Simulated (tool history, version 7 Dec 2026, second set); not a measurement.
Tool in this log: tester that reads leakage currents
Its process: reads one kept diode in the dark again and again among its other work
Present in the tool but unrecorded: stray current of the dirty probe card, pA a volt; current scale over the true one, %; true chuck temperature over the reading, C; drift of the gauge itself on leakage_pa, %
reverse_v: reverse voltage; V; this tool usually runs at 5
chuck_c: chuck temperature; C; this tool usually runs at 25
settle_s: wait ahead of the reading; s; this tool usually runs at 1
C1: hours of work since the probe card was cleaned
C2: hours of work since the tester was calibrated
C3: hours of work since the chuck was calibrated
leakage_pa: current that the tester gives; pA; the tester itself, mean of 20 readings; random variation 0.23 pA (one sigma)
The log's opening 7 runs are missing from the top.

run 8 day=20.392 | reverse_v=8.46 chuck_c=25 settle_s=1 | C1=1406 C2=1116 C3=58 | leakage_pa=131.2
run 9 day=22.483 | reverse_v=8.46 chuck_c=25 settle_s=1 | C1=1434 C2=1144 C3=86 | leakage_pa=130.69
run 10 day=25.975 | reverse_v=8.46 chuck_c=25 settle_s=1 | C1=1481 C2=1191 C3=132 | leakage_pa=130.45
run 11 day=27.675 | reverse_v=8.46 chuck_c=25 settle_s=1 | C1=1504 C2=1213 C3=155 | leakage_pa=130.36
run 12 day=29.842 | reverse_v=8.46 chuck_c=25 settle_s=1 | C1=1533 C2=1242 C3=184 | leakage_pa=129.73
run 13 day=33.246 | reverse_v=8.46 chuck_c=25 settle_s=1 | C1=1578 C2=1288 C3=230 | leakage_pa=129.38
run 14 day=36.812 | reverse_v=8.46 chuck_c=25 settle_s=1 | C1=1626 C2=1336 C3=277 | leakage_pa=128.89
run 15 day=40.55 | reverse_v=1.68 chuck_c=25 settle_s=1 | C1=1676 C2=1386 C3=327 | leakage_pa=48.51
-- day=40.904 tester calibrated
run 16 day=43.642 | reverse_v=1.68 chuck_c=30 settle_s=1 | C1=1716 C2=37 C3=367 | leakage_pa=74.73
run 17 day=46.833 | reverse_v=5 chuck_c=26 settle_s=1 | C1=1759 C2=79 C3=410 | leakage_pa=101.7
run 18 day=48.758 | reverse_v=5 chuck_c=26 settle_s=1 | C1=1785 C2=105 C3=436 | leakage_pa=101.2
run 19 day=51.017 | reverse_v=5 chuck_c=25 settle_s=1 | C1=1815 C2=135 C3=466 | leakage_pa=92.17
run 20 day=54.525 | reverse_v=16.72 chuck_c=25 settle_s=1 | C1=1862 C2=182 C3=513 | leakage_pa=193.5
-- day=55.783 tester calibrated, once more
-- day=57.612 chuck's temperature calibrated
run 21 day=58.304 | reverse_v=3.95 chuck_c=25 settle_s=3.78 | C1=1910 C2=33 C3=9 | leakage_pa=81.02
run 22 day=61.7 | reverse_v=3.84 chuck_c=24 settle_s=0.81 | C1=1955 C2=78 C3=55 | leakage_pa=74.35
run 23 day=65.162 | reverse_v=12.9 chuck_c=24 settle_s=0.81 | C1=2002 C2=124 C3=101 | leakage_pa=155.57
run 24 day=67.767 | reverse_v=12.9 chuck_c=24 settle_s=0.81 | C1=2037 C2=159 C3=136 | leakage_pa=154.24

For run 25, what comes out?
run 25 day=70.371 | reverse_v=1.4 chuck_c=36 settle_s=2.02 | C1=2071 C2=194 C3=171 | leakage_pa=?

{"run 25": {"leakage_pa": 109.8}}
With no hidden state in the tool, this same run would have given leakage_pa 111.22 pA.

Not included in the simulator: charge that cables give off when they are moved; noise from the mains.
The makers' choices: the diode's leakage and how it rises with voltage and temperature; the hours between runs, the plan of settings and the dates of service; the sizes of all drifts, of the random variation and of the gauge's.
